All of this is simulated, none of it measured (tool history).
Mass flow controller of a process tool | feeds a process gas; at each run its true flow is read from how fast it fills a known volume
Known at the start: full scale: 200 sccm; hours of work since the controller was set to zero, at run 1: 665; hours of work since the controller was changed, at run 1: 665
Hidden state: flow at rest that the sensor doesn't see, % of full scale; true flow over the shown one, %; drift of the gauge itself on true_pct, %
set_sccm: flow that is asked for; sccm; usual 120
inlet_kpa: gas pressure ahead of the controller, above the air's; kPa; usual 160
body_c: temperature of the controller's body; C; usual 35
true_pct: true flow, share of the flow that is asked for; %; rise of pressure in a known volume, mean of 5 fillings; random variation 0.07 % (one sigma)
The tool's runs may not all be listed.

run    hour  set_sccm  inlet_kpa  body_c  hours of work since the controller was set to zero  hours of work since the controller was changed  true_pct
  1       0       120        160      35                                                 665                                             665     98.85
  2   131.5       120        160      35                                                 705                                             705      98.7
  3   220.1       120        160      35                                                 732                                             732     98.83
  4   297.6       120        237      35                                                 756                                             756     98.37
  5   445.3       120        160      21                                                 801                                             801    100.64
  6   559.6       120        160      21                                                 836                                             836    100.63
  7   715.6       120        160      21                                                 884                                             884    100.85
  8   843.5       120        160      21                                                 923                                             923    100.84
  9     964       120        160      21                                                 960                                             960    100.94
 10  1043.6       120        160      35                                                 984                                             984     99.46
 11  1188.3       120        165      35                                                1028                                            1028     99.39
 12  1344.1       120        160      35                                                1076                                            1076     99.47
 13    1473       120        160      35                                                1115                                            1115     99.61
 14  1609.9       120        160      23                                                1157                                            1157    101.13
 15  1733.8       120        214      35                                                1195                                            1195     99.42
 16  1808.5       120        214      35                                                1218                                            1218     99.45
 17  1874.4       120        214      35                                                1238                                            1238     99.48
 18  1963.2       120        214      35                                                1265                                            1265     99.55
 19  2120.2        78        160      35                                                1313                                            1313     99.62
 20  2218.1        78        160      35                                                1343                                            1343     99.71
 21  2375.7        78        160      35                                                1391                                            1391     99.86
 22  2468.8       120        160      35                                                1420                                            1420    100.12
 23  2606.3       120        160      35                                                1462                                            1462    100.37
 24    2740       120        146      35                                                1503                                            1503    100.66
 25  2823.2        62        151      28                                                1528                                            1528    100.84
 26  2961.7       120        231      37                                                1571                                            1571     99.77
 27  3040.3       120        231      37                                                1595                                            1595      99.8
 28  3130.4       120        278      28                                                1622                                            1622     100.7
 29  3233.7       120        278      28                                                1654                                            1654    100.71
     3254.6  -- gauge calibrated
 30  3321.6       120        278      28                                                1681                                            1681     98.72
 31  3414.1        64        238      28                                                1709                                            1709     98.86
 32  3489.5       120        258      34                                                1732                                            1732     98.37
 33  3621.1       120        160      25                                                1772                                            1772    100.21
 34  3728.6       120        244      23                                                1805                                            1805     99.91
 35  3882.3       120        244      23                                                1852                                            1852       100
 36  3957.1        26        209      37                                                1875                                            1875     98.23
 37  4090.8        26        209      37                                                1916                                            1916     98.15
 38  4172.5        26        209      37                                                1941                                            1941     98.19
 39  4279.1       154        143      37                                                1974                                            1974     99.36
 40  4370.8       120        200      23                                                2002                                            2002    100.54
 41  4520.1        61        160      23                                                2047                                            2047    100.76
 42  4605.1       120        184      38                                                2074                                            2074     98.96
 43  4710.4       149        248      28                                                2106                                            2106     99.95
 44  4827.9       120        182      22                                                2142                                            2142    101.12
 45  4911.5        23        165      36                                                2167                                            2167     99.19
 46  5048.1        23        147      36                                                2209                                            2209     99.37
 47  5159.3        23        147      36                                                2243                                            2243     99.37

Some steps in true_pct between neighbouring runs. How much of each would the tool show without its hidden state too (settings, what came in, random variation), and how much is left for the hidden state, with any gauge scatter that isn't in both results?
Run 4 -> 5: inlet_kpa 237 -> 160, body_c 35 -> 21. true_pct +2.27 %: hidden state +0.1, all else +2.17.
Run 6 -> 7: no setting changed, nothing entered. true_pct +0.22 %: hidden state +0.1, all else +0.12.
Run 29 -> 30: gauge calibrated. true_pct -1.99 %: hidden state -1.95, all else -0.04.
Run 44 -> 45: set_sccm 120 -> 23, inlet_kpa 182 -> 165, body_c 22 -> 36. true_pct -1.93 %: hidden state +0.02, all else -1.95.
